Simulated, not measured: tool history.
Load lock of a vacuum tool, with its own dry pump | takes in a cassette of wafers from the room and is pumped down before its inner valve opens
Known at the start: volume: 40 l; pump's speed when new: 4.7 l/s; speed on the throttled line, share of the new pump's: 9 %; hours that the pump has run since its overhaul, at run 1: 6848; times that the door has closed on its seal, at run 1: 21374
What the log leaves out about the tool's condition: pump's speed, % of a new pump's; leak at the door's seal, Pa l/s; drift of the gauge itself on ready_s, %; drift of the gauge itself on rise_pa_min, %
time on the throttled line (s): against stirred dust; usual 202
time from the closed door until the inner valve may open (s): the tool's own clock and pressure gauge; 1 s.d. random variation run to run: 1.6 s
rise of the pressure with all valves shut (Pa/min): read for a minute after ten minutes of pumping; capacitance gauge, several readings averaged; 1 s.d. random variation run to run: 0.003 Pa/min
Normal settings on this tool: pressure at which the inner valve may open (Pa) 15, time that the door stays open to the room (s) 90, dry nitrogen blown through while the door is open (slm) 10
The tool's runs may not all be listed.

run      day  time on the throttled line (s)  pressure at which the inner valve may open (Pa)  time that the door stays open to the room (s)  dry nitrogen blown through while the door is open (slm)  hours that the pump has run since its overhaul  times that the door has closed on its seal  incoming humidity of the room's air, %  time from the closed door until the inner valve may open (s)  rise of the pressure with all valves shut (Pa/min)
  1    0.000                             202                                               15                                             90                                                       10                                            6848                                       21374                                    46.0                                                         273.4                                               0.137
  2    8.650                             202                                               15                                             90                                                       10                                            7056                                       21936                                    46.4                                                         273.0                                               0.145
  3   20.879                             202                                               15                                             90                                                       10                                            7349                                       22730                                    47.3                                                         271.7                                               0.144
  4   32.638                             202                                               15                                             90                                                       10                                            7631                                       23494                                    42.1                                                         273.3                                               0.147
  5   39.392                             202                                               15                                             90                                                       10                                            7793                                       23933                                    45.9                                                         272.5                                               0.143
  6   45.212                             202                                               15                                             90                                                       10                                            7933                                       24311                                    45.5                                                         273.2                                               0.159
  7   56.696                             202                                               15                                             90                                                       10                                            8209                                       25057                                    44.5                                                         272.2                                               0.156
  8   62.958                             202                                               15                                             90                                                        7                                            8359                                       25464                                    45.2                                                         274.1                                               0.167
  9   71.204                             202                                               15                                             90                                                        7                                            8557                                       25999                                    42.6                                                         275.8                                               0.167
 10   78.183                             202                                               15                                             90                                                       12                                            8724                                       26453                                    45.8                                                         274.7                                               0.159
 11   84.079                             202                                               15                                             90                                                       12                                            8866                                       26836                                    45.6                                                         276.0                                               0.164
 12   93.608                             202                                               15                                             90                                                       12                                            9095                                       27455                                    46.6                                                         278.4                                               0.171
 13   99.262                             202                                               15                                             90                                                       12                                            9230                                       27822                                    45.6                                                         274.6                                               0.174
 14  106.533                             202                                               15                                             90                                                       12                                            9405                                       28294                                    43.7                                                         277.4                                               0.178
 15  116.371                             202                                               15                                             90                                                       10                                            9641                                       28933                                    45.8                                                         275.5                                               0.183
 16  125.308                             202                                               15                                             90                                                       24                                            9855                                       29514                                    44.9                                                         277.7                                               0.171
 17  133.817                             202                                               15                                             90                                                        4                                           10060                                       30067                                    44.2                                                         279.2                                               0.201
 18  139.650                             202                                               15                                             90                                                        4                                           10200                                       30446                                    42.8                                                         278.5                                               0.198
 19  151.475                             239                                               15                                             90                                                       18                                           10483                                       31214                                    42.6                                                         316.0                                               0.192
 20  156.725                             303                                               12                                            210                                                       19                                           10609                                       31555                                    43.9                                                         370.7                                               0.227
 21  163.742                             303                                               14                                             61                                                       19                                           10778                                       32011                                    42.9                                                         369.0                                               0.186
     171.058  -- dry pump taken out, an overhauled one fitted
 22  174.167                             303                                               14                                             61                                                       19                                              75                                       32672                                    43.1                                                         354.1                                               0.185
 23  185.446                             303                                               14                                             61                                                       19                                             345                                       33405                                    44.9                                                         356.1                                               0.202
 24  197.112                             303                                               30                                            210                                                       37                                             625                                       34162                                    41.3                                                         348.5                                               0.220
 25  207.412                             316                                               15                                            210                                                        7                                             873                                       34832                                    46.6                                                         367.7                                               0.288
 26  214.562                             248                                               21                                            119                                                       38                                            1044                                       35296                                    42.4                                                         302.5                                               0.211
 27  225.496                             248                                               21                                            119                                                       38                                            1307                                       36006                                    44.4                                                         301.0                                               0.223
 28  231.558                             248                                               21                                            119                                                       38                                            1452                                       36400                                    45.8                                                         302.9                                               0.222
 29  238.358                             143                                               23                                            192                                                        6                                            1615                                       36842                                    47.5                                                         205.6                                               0.303
 30  244.617                             212                                               23                                            192                                                        6                                            1765                                       37249                                    45.7                                                         266.9                                               0.300
 31  251.808                             131                                               15                                            216                                                        7                                            1938                                       37716                                    47.2                                                         199.1                                               0.319
 32  261.729                             131                                               15                                             90                                                       34                                            2176                                       38360                                    42.4                                                         200.0                                               0.233
 33  267.229                             391                                               16                                             90                                                        6                                            2308                                       38717                                    46.3                                                         434.7                                               0.268
 34  273.700                             149                                               16                                             90                                                       13                                            2463                                       39138                                    42.7                                                         216.6                                               0.260
 35  282.892                             359                                               12                                             90                                                       13                                            2684                                       39735                                    47.4                                                         406.8                                               0.265
 36  290.412                             359                                               12                                             90                                                       13                                            2865                                       40224                                    45.5                                                         410.2                                               0.262

Pick out some run-to-run changes in time from the closed door until the inner valve may open (s). Of each, how much would a tool without hidden state show as well, from the settings, what came in and chance, and how much is left for the hidden state and any gauge scatter not in both results compared?
Run 21 -> 22: dry pump taken out, an overhauled one fitted. time from the closed door until the inner valve may open (s) -14.9: hidden state -16.4, all else +1.5.
Run 32 -> 33: time on the throttled line (s) 131 -> 391, pressure at which the inner valve may open (Pa) 15 -> 16, dry nitrogen blown through while the door is open (slm) 34 -> 6. time from the closed door until the inner valve may open (s) +234.7: hidden state -1.4, all else +236.1.
Run 33 -> 34: time on the throttled line (s) 391 -> 149, dry nitrogen blown through while the door is open (slm) 6 -> 13. time from the closed door until the inner valve may open (s) -218.1: hidden state +1.6, all else -219.7.
Run 34 -> 35: time on the throttled line (s) 149 -> 359, pressure at which the inner valve may open (Pa) 16 -> 12. time from the closed door until the inner valve may open (s) +190.2: hidden state -0.8, all else +191.0.
